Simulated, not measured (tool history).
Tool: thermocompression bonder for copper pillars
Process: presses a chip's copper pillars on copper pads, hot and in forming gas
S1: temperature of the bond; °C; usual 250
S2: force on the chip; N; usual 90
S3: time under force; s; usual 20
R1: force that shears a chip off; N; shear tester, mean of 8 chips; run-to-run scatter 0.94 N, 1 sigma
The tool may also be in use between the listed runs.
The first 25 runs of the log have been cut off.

Run 26, hour 654.1: usual settings but S1 220 °C, S2 116 N, S3 29 s. Result: R1 58.9 N.
Run 27, hour 673: usual settings but S1 220 °C, S2 116 N, S3 29 s. Result: R1 57.9 N.
Run 28, hour 711.4: usual settings but S1 220 °C, S2 116 N, S3 29 s. Result: R1 58.9 N.
Run 29, hour 737.1: usual settings but S1 277 °C. Result: R1 88.5 N.
Run 30, hour 771.6: usual settings but S1 277 °C. Result: R1 87 N.
Run 31, hour 797.2: usual settings but S1 277 °C, S2 55 N. Result: R1 56.4 N.
Run 32, hour 826.4: usual settings but S1 240 °C, S2 113 N, S3 49 s. Result: R1 86.1 N.
At hour 831.9: heater calibrated with a thermocouple chip.
Run 33, hour 861.7: usual settings but S1 248 °C, S2 94 N, S3 22 s. Result: R1 72.9 N.
Run 34, hour 880.7: usual settings but S1 264 °C, S2 74 N, S3 17 s. Result: R1 66.5 N.
At hour 887.5: forming gas filter changed.
Run 35, hour 898.9: usual settings but S1 264 °C, S2 97 N, S3 17 s. Result: R1 95.3 N.
Run 36, hour 916: usual settings but S1 264 °C, S2 69 N, S3 16 s. Result: R1 67.7 N.
Run 37, hour 951.9: usual settings but S1 264 °C, S2 69 N, S3 16 s. Result: R1 67.7 N.
Run 38, hour 983.5: usual settings but S1 264 °C, S2 109 N, S3 16 s. Result: R1 98 N.
Run 39, hour 1021.2: usual settings but S1 264 °C, S2 67 N, S3 24 s. Result: R1 74.1 N.

3 ways to go on from here, each from the tool as it stands after run 39. What would each give?
Run A, hour 1041.1: usual settings but S1 273 °C. Result: R1 ?.
Run B, hour 1041.1: usual settings but S2 132 N. Result: R1 ?.
Run C, hour 1041.1: usual settings but S1 255 °C, S2 77 N, S3 34 s. Result: R1 ?.

run     R1
  A   95.8
  B  101.9
  C   80.7
Take away the tool's hidden state, keep each run's random variation, and the runs would have read:
run     R1
  A  102.2
  B  108.5
  C   86.6

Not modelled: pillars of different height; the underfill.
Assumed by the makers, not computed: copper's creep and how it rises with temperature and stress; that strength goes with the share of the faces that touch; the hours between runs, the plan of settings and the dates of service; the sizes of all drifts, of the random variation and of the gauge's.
